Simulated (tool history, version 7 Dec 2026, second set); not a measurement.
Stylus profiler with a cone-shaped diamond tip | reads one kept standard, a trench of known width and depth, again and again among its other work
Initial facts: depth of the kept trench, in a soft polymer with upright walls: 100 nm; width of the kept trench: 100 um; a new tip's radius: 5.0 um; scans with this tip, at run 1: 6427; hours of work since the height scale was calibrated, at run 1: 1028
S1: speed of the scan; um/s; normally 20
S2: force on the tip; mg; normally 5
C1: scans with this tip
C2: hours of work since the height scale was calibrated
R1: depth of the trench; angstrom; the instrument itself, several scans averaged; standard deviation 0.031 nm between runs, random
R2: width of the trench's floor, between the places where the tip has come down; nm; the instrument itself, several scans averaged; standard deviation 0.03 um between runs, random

run    hour  S1     S2     C1    C2      R1     R2
  1       0  20      5   6427  1028  1010.8  97900
  2    29.1  20      5   6535  1046  1011.1  97920
  3    49.9  20      5   6611  1058  1011.6  97970
  4    72.8  20   5.96   6696  1072  1012.9  97950
  5     109  20   5.96   6830  1093  1013.9  97920
  6   149.8  12      5   6981  1117  1011.5  98020
  7   181.2  20   6.63   7097  1136  1013.9  97950
  8   220.5  20   6.63   7242  1159  1013.9  97990
  9     265  20      5   7406  1185  1011.5  97910
 10   296.9  20      5   7524  1204  1011.4  97990
 11   335.2  20      5   7666  1227  1011.2  97970
 12   379.8  20      5   7831  1253  1011.3  97950
 13   409.4  20      5   7940  1271  1011.6  97950
 14   435.7  20      5   8037  1286  1011.8  97950
 15   459.1  20      5   8124  1300    1012  97910
 16   479.4  20   8.96   8199  1312  1016.7  97940
 17   510.6  20   8.96   8314  1330  1016.9  97920
 18   533.1  20   8.96   8397  1344  1015.9  98010
 19   564.7  20   1.74   8514  1362  1005.8  97980
 20   597.2  20   1.74   8634  1382  1005.3  97900
 21   616.8   5      5   8707  1393  1011.1  97940
 22   659.7  54      5   8865  1419    1011  97870
 23   680.6  20   2.03   8942  1431  1006.1  97880
 24   718.9  20   7.15   9084  1454  1014.9  97950
 25   744.9  31   7.15   9180  1469  1013.9  97940
 26   790.6  14   3.19   9349  1496    1008  97940
 27   821.9   7  14.55   9465  1515  1022.7  97970
 28     856   7  14.55   9591  1535  1022.9  97990
 29   890.1  10   1.75   9717  1555  1005.3  97920
 30   912.2  12   5.14   9798  1568  1011.5  97980
 31   943.4  12   5.14   9914  1586  1010.9  97980
 32   963.5  12   5.14   9988  1598  1010.6  97940
 33   988.4  52   8.94  10080  1613  1016.5  97950
 34  1022.6  18   7.89  10206  1633  1015.4  97920
 35  1044.6  47   2.45  10288  1646  1006.5  97820
 36  1088.9  47   2.45  10451  1672  1007.3  97790
 37  1130.2  22  11.68  10604  1697  1019.5  97920
 38  1152.8  13   7.66  10688  1710  1015.2  97950
 39  1178.3  13   7.66  10782  1725  1015.3  97980
 40  1219.1  13   7.66  10933  1749    1015  97960
 41  1266.6  36   6.22  11108  1778  1012.9  97840
 42  1303.7  36   3.84  11245  1800  1009.5  97910
 43  1351.3  12   9.83  11421  1828  1017.7  97960
 44  1381.9  42  11.38  11534  1846  1019.4  97940
     1411.3  -- new tip fitted, height scale calibrated
 45  1430.3   8   9.12     70    11  1017.3  97990
 46    1469   6   7.15    213    34  1014.9  98050

Consider 4 possible next runs. They are alternatives, not a sequence: every one starts from the tool as it was left by run 46. What does each give?
  A  1506.6  14     5  352  56   ?   ?
  B  1506.6   6  8.01  352  56   ?   ?
  C  1506.6  23  2.22  352  56   ?   ?
  D  1506.6   8  2.58  352  56   ?   ?

run      R1     R2
  A  1011.1  98010
  B  1015.3  97970
  C  1006.9  97910
  D  1007.6  97960
Take away the tool's hidden state, keep each run's random variation, and the runs would have read:
run      R1     R2
  A  1011.1  98010
  B  1015.3  97970
  C  1006.9  97910
  D  1007.6  97960

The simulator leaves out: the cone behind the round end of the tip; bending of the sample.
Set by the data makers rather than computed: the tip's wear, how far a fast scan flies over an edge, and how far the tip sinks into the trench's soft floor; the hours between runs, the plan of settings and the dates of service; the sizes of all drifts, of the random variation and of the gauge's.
